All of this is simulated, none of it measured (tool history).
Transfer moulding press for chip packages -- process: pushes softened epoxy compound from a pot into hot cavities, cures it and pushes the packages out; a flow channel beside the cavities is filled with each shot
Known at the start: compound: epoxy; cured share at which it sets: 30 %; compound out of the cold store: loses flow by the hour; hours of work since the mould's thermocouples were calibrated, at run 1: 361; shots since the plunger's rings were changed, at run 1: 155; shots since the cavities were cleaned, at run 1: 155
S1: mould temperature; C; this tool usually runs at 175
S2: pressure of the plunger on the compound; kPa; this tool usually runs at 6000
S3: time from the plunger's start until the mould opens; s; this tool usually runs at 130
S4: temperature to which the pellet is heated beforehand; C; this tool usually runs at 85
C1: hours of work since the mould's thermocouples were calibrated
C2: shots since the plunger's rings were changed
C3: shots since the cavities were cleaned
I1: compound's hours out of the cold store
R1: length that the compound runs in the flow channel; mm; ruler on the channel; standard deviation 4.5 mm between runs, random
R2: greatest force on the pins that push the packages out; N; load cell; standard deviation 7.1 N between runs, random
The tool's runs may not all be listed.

run,hour,S1,S2,S3,S4,C1,C2,C3,I1,R1,R2
1,0,175,6000,130,85,361,155,155,40.4,942,331
2,36.5,175,6000,130,85,385,534,534,21.7,1001,422
# hour 47.2: cavities cleaned with cleaning compound and waxed
3,102.3,176,6000,130,85,429,1200,571,11.1,1026,403
# hour 108.8: cavities cleaned with cleaning compound and waxed
4,167.3,176,6000,130,85,472,1858,606,12.6,1013,395
# hour 173.1: cavities cleaned with cleaning compound and waxed
5,202.1,176,6000,130,85,495,2204,300,8.7,1013,366
# hour 237.5: cavities cleaned with cleaning compound and waxed
6,260.7,175,5010,130,85,533,2796,241,25.2,860,370
# hour 275.6: mould's thermocouples calibrated
7,294.6,175,6000,130,85,13,3127,572,44.9,865,403
# hour 302: cavities cleaned with cleaning compound and waxed
# hour 323.9: plunger's sealing rings changed
# hour 368.6: cavities cleaned with cleaning compound and waxed
8,368.6,175,6000,130,85,59,448,0,18.6,1002,303
# hour 430.6: cavities cleaned with cleaning compound and waxed
9,436.2,178,6000,130,85,104,1133,57,12.7,1007,282
10,478,178,6000,130,85,132,1567,491,21,978,363
# hour 493.1: cavities cleaned with cleaning compound and waxed
11,525.4,175,6000,130,85,163,2043,334,36.5,912,360
# hour 557.7: cavities cleaned with cleaning compound and waxed
12,591.2,175,6000,130,85,207,2710,347,35,902,371
# hour 618.6: cavities cleaned with cleaning compound and waxed
13,624.9,175,6000,130,85,229,3044,66,45.2,870,315
# hour 665.9: plunger's sealing rings changed
# hour 683.8: cavities cleaned with cleaning compound and waxed
14,699.6,175,7440,130,85,277,333,163,19.9,1123,342
# hour 744.8: cavities cleaned with cleaning compound and waxed
15,760.9,175,6000,130,85,317,953,166,36.2,930,343
16,799.3,175,6770,157,80,343,1352,565,38.7,973,340
# hour 805.5: cavities cleaned with cleaning compound and waxed
17,851.2,181,6050,125,93,377,1875,474,44.8,876,327
# hour 867.2: cavities cleaned with cleaning compound and waxed
# hour 928.5: cavities cleaned with cleaning compound and waxed
18,928.5,181,6050,125,93,428,2645,0,44.3,861,264
# hour 992: cavities cleaned with cleaning compound and waxed
# hour 1004.5: plunger's sealing rings changed
19,1004.5,181,6050,125,93,476,0,103,46.9,900,274
# hour 1057.9: cavities cleaned with cleaning compound and waxed
20,1069.5,179,5280,123,83,520,659,121,15.3,946,320
# hour 1103.6: mould's thermocouples calibrated
21,1103.6,170,6000,156,86,0,992,454,40.1,936,374
# hour 1122.4: cavities cleaned with cleaning compound and waxed
22,1165.4,170,6000,110,86,41,1617,446,36.1,941,734
# hour 1186.2: cavities cleaned with cleaning compound and waxed
23,1210.6,169,5210,112,77,70,2070,253,21.7,919,729
# hour 1246.9: cavities cleaned with cleaning compound and waxed
24,1265,168,7150,112,77,106,2619,188,39.3,1003,729
# hour 1311.9: cavities cleaned with cleaning compound and waxed
25,1325.9,172,6000,130,85,146,3234,145,24.9,949,409

Forecast each of these 4 alternatives for the next run:
# hour 1343.3: plunger's sealing rings changed
A,1370.5,172,5850,130,83,175,283,583,34.8,?,?
# hour 1343.3: plunger's sealing rings changed
B,1370.5,172,7020,130,85,175,283,583,25.8,?,?
# hour 1343.3: plunger's sealing rings changed
C,1370.5,183,4700,130,85,175,283,583,27,?,?
# hour 1343.3: plunger's sealing rings changed
D,1370.5,175,6000,154,85,175,283,583,45.1,?,?

run,R1,R2
A,947,446
B,1076,474
C,849,327
D,917,329
Without the tool's hidden state the same runs would have given:
run,R1,R2
A,953,327
B,1082,348
C,854,247
D,922,247
